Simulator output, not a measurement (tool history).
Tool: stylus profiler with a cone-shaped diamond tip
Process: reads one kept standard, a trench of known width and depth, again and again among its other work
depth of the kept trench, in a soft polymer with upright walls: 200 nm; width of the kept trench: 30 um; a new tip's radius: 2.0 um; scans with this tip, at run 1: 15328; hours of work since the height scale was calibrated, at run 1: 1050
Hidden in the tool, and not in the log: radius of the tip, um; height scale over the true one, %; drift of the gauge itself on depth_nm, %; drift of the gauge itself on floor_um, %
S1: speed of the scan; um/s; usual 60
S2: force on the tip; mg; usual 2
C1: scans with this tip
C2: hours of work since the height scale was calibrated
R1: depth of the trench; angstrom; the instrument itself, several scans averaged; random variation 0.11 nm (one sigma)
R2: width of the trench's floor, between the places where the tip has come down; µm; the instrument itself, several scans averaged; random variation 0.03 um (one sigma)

run,hour,S1,S2,C1,C2,R1,R2
1,0,60,2,15328,1050,2028.3,27.19
2,55.3,60,2,15817,1083,2026.7,27.12
3,93.1,60,2,16151,1106,2027.9,27.13
4,128.5,99,2,16465,1128,2030.1,26.98
5,183.9,99,2,16955,1161,2030.8,27
6,257.2,60,2,17603,1206,2030.8,27.1
7,299.6,60,2,17979,1231,2030.6,27.09
8,343.3,60,2,18365,1258,2028.2,27.01
9,420.2,60,1.04,19045,1304,2023.4,26.97
10,477.8,29,2,19555,1339,2029.9,27.08
11,555.2,29,2,20239,1386,2029.3,27.14
12,630.3,29,5.04,20904,1432,2046.1,27.12
13,703.5,62,5.04,21552,1476,2046.8,26.97
14,756.1,49,1.97,22016,1508,2031.8,26.98
15,794.9,28,0.9,22360,1531,2024,26.95
16,859.7,28,0.9,22934,1571,2026.4,26.87
17,916.1,28,0.9,23432,1605,2024.5,26.92
18,972.9,16,1.05,23935,1639,2027.8,26.96
19,1008.8,134,1.05,24253,1661,2027.4,26.46
20,1095.2,134,1.05,25017,1713,2026.7,26.38
21,1161,134,1.05,25598,1753,2029.4,26.38
22,1209.3,16,0.8,26025,1782,2027.1,26.8
23,1251.6,219,0.8,26400,1808,2028.1,25.88
24,1308.6,33,1.49,26905,1842,2030.6,26.75
25,1384.2,33,1.49,27573,1888,2031.3,26.8
26,1464,18,1.5,28279,1937,2031.7,26.71

3 ways to go on from here, each from the tool as it stands after run 26. What would each give?
A,1547.9,204,3.45,29021,1987,?,?
B,1547.9,109,1.73,29021,1987,?,?
C,1547.9,50,2.14,29021,1987,?,?

run,R1,R2
A,2043.6,26.3
B,2033.4,26.41
C,2037,26.63
Without the tool's hidden state the same runs would have given:
run,R1,R2
A,2025.4,27.77
B,2015.3,27.88
C,2018.8,28.1
